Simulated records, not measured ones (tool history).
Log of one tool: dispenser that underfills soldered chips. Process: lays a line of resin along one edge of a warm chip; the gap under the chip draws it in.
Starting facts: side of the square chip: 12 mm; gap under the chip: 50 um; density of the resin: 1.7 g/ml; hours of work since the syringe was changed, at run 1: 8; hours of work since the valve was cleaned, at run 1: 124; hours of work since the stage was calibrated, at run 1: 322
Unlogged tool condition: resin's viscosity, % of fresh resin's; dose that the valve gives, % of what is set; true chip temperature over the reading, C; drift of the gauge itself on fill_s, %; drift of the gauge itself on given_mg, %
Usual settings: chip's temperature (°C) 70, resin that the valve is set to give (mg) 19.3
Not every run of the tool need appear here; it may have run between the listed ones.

run	hour	chip's temperature (°C)	resin that the valve is set to give (mg)	hours of work since the syringe was changed	hours of work since the valve was cleaned	hours of work since the stage was calibrated	time until the resin shows at the far edge (s)	resin that the valve gave (mg)
1	0.0	70	19.3	8	124	322	331.9	17.19
# hour 2.9: new syringe of resin
2	12.8	70	21.3	7	132	330	294.0	18.81
# hour 18.3: new syringe of resin
# hour 19.3: dispensing valve cleaned and set on the balance
3	26.7	82	21.3	5	5	339	143.1	21.17
# hour 34.6: new syringe of resin
4	35.0	70	16.5	0	11	345	190.9	16.25
5	40.9	70	16.5	4	15	349	254.6	16.43
# hour 49.8: new syringe of resin
6	54.0	70	23.0	3	23	357	216.9	22.54
7	60.8	70	19.0	8	28	362	310.5	18.50
# hour 65.1: new syringe of resin
8	70.0	74	19.3	3	34	368	191.6	18.72
# hour 79.9: new syringe of resin
9	82.9	74	19.3	2	43	377	171.8	18.58
10	90.5	74	19.3	7	48	382	244.5	18.51
# hour 95.5: new syringe of resin
11	103.1	70	19.3	5	56	390	263.0	18.45
# hour 110.2: new syringe of resin
12	115.4	70	19.3	4	65	399	234.7	18.30
# hour 125.7: new syringe of resin
13	127.1	70	19.3	1	72	406	197.4	18.25
# hour 140.4: new syringe of resin
14	140.4	70	19.3	0	81	415	186.1	17.96
15	145.8	70	19.3	4	85	419	231.6	18.02
# hour 155.1: new syringe of resin
16	155.1	70	19.3	0	91	425	187.1	17.89
17	164.0	77	19.3	6	97	431	200.0	17.63
# hour 170.3: new syringe of resin
18	175.9	77	19.3	4	105	439	170.1	17.56
19	182.5	77	19.3	8	110	444	227.1	17.54
# hour 185.8: new syringe of resin
20	189.3	68	23.2	2	114	448	229.1	21.04
21	197.1	65	24.4	8	120	454	389.4	21.91
# hour 200.6: new syringe of resin
22	209.7	70	24.4	6	128	462	275.7	21.80
# hour 215.5: new syringe of resin
23	215.9	70	24.2	0	132	466	187.3	21.68
# hour 222.5: dispensing valve cleaned and set on the balance
24	227.2	71	19.3	7	3	473	281.0	19.21
# hour 231.4: new syringe of resin
25	239.1	71	19.3	5	11	481	245.9	19.23
# hour 246.8: new syringe of resin
26	246.8	64	17.5	0	16	486	246.4	17.20
27	255.4	77	17.5	6	22	492	195.9	17.12
# hour 261.7: new syringe of resin
28	264.4	67	19.3	2	28	498	235.5	18.73
# hour 276.4: new syringe of resin
29	276.4	67	20.5	0	36	506	204.3	19.80
30	286.9	55	25.0	7	43	513	613.8	24.03
# hour 291.0: new syringe of resin
31	300.3	68	19.3	6	52	522	309.8	18.34
# hour 306.3: new syringe of resin
32	311.5	68	19.3	4	60	530	250.0	18.11
33	320.4	68	19.3	10	66	536	381.2	18.01
# hour 321.8: new syringe of resin
34	328.9	55	22.6	5	71	541	530.6	21.22
35	334.8	77	17.5	9	76	545	238.7	16.33

Table of differences, measured result less the result of that run with no hidden state. Run-to-run variation is the same in both. Gauge scatter possibly is not:
run	time until the resin shows at the far edge (s)	resin that the valve gave (mg)
1	+133.7	-1.97
2	+99.8	-2.34
3	+35.6	-0.04
4	-8.6	-0.10
5	+52.2	-0.15
6	+25.9	-0.38
7	+111.0	-0.40
8	+32.4	-0.50
9	+10.8	-0.64
10	+82.8	-0.73
11	+67.2	-0.87
12	+40.7	-1.01
13	+0.2	-1.15
14	-12.9	-1.28
15	+38.6	-1.36
16	-10.7	-1.45
17	+60.1	-1.54
18	+29.7	-1.67
19	+89.1	-1.76
20	+16.8	-2.22
21	+136.9	-2.45
22	+80.5	-2.63
23	-9.7	-2.70
24	+95.9	-0.09
25	+58.4	-0.23
26	-21.7	-0.27
27	+53.3	-0.36
28	+8.4	-0.49
29	-21.6	-0.67
30	+190.9	-0.96
31	+94.0	-0.90
32	+37.2	-1.02
33	+165.1	-1.11
34	+107.1	-1.41
35	+97.5	-1.16
